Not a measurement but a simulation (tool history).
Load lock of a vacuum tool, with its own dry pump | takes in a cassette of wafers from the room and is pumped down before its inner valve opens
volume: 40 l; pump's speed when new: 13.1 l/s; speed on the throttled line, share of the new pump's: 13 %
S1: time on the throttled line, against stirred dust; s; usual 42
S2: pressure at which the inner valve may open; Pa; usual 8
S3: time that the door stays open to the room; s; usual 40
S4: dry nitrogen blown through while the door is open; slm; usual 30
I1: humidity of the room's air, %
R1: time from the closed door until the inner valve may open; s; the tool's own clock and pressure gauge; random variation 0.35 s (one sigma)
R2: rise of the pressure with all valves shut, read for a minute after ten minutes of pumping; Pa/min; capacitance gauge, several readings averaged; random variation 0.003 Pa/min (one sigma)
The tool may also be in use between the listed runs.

run 1 hour=0 | S1=42 S2=8 S3=40 S4=30 | I1=47.8 | R1=68.1 R2=0.071
run 2 hour=99.6 | S1=42 S2=8 S3=40 S4=30 | I1=45.1 | R1=68.5 R2=0.073
run 3 hour=192.9 | S1=42 S2=8 S3=40 S4=30 | I1=48 | R1=68.5 R2=0.064
run 4 hour=292.6 | S1=42 S2=8 S3=40 S4=6 | I1=43.3 | R1=68.9 R2=0.09
run 5 hour=403.6 | S1=42 S2=8 S3=40 S4=6 | I1=40.7 | R1=68.7 R2=0.087
run 6 hour=583.4 | S1=56 S2=8 S3=40 S4=30 | I1=45.8 | R1=81.7 R2=0.08
run 7 hour=677.8 | S1=56 S2=8 S3=40 S4=30 | I1=44.2 | R1=80.2 R2=0.077
run 8 hour=788.7 | S1=56 S2=8 S3=40 S4=30 | I1=45.4 | R1=81 R2=0.074
run 9 hour=922.8 | S1=56 S2=8 S3=40 S4=28 | I1=45.5 | R1=81.4 R2=0.084
run 10 hour=1024.1 | S1=42 S2=8 S3=40 S4=30 | I1=45.4 | R1=69 R2=0.077
run 11 hour=1129.9 | S1=42 S2=8 S3=36 S4=30 | I1=45.6 | R1=69.1 R2=0.08
run 12 hour=1237.2 | S1=70 S2=8 S3=40 S4=30 | I1=45.5 | R1=92.6 R2=0.086
run 13 hour=1384.9 | S1=70 S2=8 S3=40 S4=30 | I1=43 | R1=93.5 R2=0.085
run 14 hour=1528.8 | S1=70 S2=8 S3=40 S4=30 | I1=45.7 | R1=92.7 R2=0.092
run 15 hour=1614 | S1=32 S2=8 S3=40 S4=30 | I1=43.2 | R1=61.1 R2=0.082
run 16 hour=1738.1 | S1=42 S2=7 S3=40 S4=30 | I1=44.7 | R1=70.2 R2=0.089
run 17 hour=1906.2 | S1=42 S2=7 S3=40 S4=30 | I1=46.6 | R1=70 R2=0.097
run 18 hour=2028.4 | S1=42 S2=7 S3=40 S4=30 | I1=44.8 | R1=69.6 R2=0.094
run 19 hour=2128.4 | S1=42 S2=7 S3=40 S4=30 | I1=45 | R1=69.9 R2=0.095
run 20 hour=2249.9 | S1=42 S2=8 S3=96 S4=7 | I1=46.8 | R1=69.7 R2=0.146
run 21 hour=2428.6 | S1=29 S2=8 S3=32 S4=18 | I1=44.5 | R1=57.9 R2=0.104
run 22 hour=2566.1 | S1=66 S2=11 S3=153 S4=32 | I1=44.2 | R1=89.1 R2=0.119
run 23 hour=2660.5 | S1=66 S2=11 S3=153 S4=32 | I1=46.9 | R1=88.4 R2=0.122
run 24 hour=2748.1 | S1=42 S2=9 S3=40 S4=7 | I1=43.1 | R1=69.3 R2=0.127
run 25 hour=2921.6 | S1=42 S2=12 S3=73 S4=7 | I1=44.2 | R1=68.1 R2=0.141
run 26 hour=3020.9 | S1=42 S2=8 S3=73 S4=27 | I1=46.8 | R1=69.9 R2=0.122
run 27 hour=3095.2 | S1=74 S2=10 S3=117 S4=11 | I1=44.3 | R1=96.4 R2=0.146
run 28 hour=3262.4 | S1=78 S2=8 S3=30 S4=6 | I1=47.1 | R1=101.4 R2=0.133
run 29 hour=3412.9 | S1=42 S2=9 S3=40 S4=13 | I1=44.6 | R1=69.4 R2=0.126
run 30 hour=3546.7 | S1=42 S2=8 S3=89 S4=17 | I1=43.4 | R1=69.9 R2=0.133
run 31 hour=3643.1 | S1=80 S2=15 S3=40 S4=30 | I1=43.6 | R1=100.6 R2=0.118
run 32 hour=3805.4 | S1=42 S2=8 S3=69 S4=30 | I1=43.2 | R1=70.2 R2=0.119
run 33 hour=3943.7 | S1=52 S2=15 S3=25 S4=5 | I1=48 | R1=75.9 R2=0.141
run 34 hour=4062.6 | S1=36 S2=8 S3=40 S4=6 | I1=46.9 | R1=65.1 R2=0.149
run 35 hour=4227 | S1=36 S2=8 S3=40 S4=6 | I1=47.3 | R1=65.2 R2=0.158
run 36 hour=4399.6 | S1=22 S2=8 S3=147 S4=30 | I1=44.8 | R1=53.4 R2=0.148
run 37 hour=4522.7 | S1=42 S2=8 S3=101 S4=23 | I1=44 | R1=70.7 R2=0.142
run 38 hour=4612 | S1=42 S2=8 S3=101 S4=23 | I1=45.5 | R1=71.4 R2=0.155

3 ways to go on from here, each from the tool as it stands after run 38. What would each give?
run A hour=4754.9 | S1=42 S2=11 S3=168 S4=4 | I1=44.4 | R1=? R2=?
run B hour=4754.9 | S1=48 S2=10 S3=40 S4=10 | I1=43.7 | R1=? R2=?
run C hour=4754.9 | S1=42 S2=12 S3=153 S4=23 | I1=46.7 | R1=? R2=?

run=A R1=69.2 R2=0.22
run=B R1=74.5 R2=0.15
run=C R1=69 R2=0.166
Without the tool's hidden state the same runs would have given:
run=A R1=64.4 R2=0.102
run=B R1=69.9 R2=0.031
run=C R1=64.3 R2=0.047

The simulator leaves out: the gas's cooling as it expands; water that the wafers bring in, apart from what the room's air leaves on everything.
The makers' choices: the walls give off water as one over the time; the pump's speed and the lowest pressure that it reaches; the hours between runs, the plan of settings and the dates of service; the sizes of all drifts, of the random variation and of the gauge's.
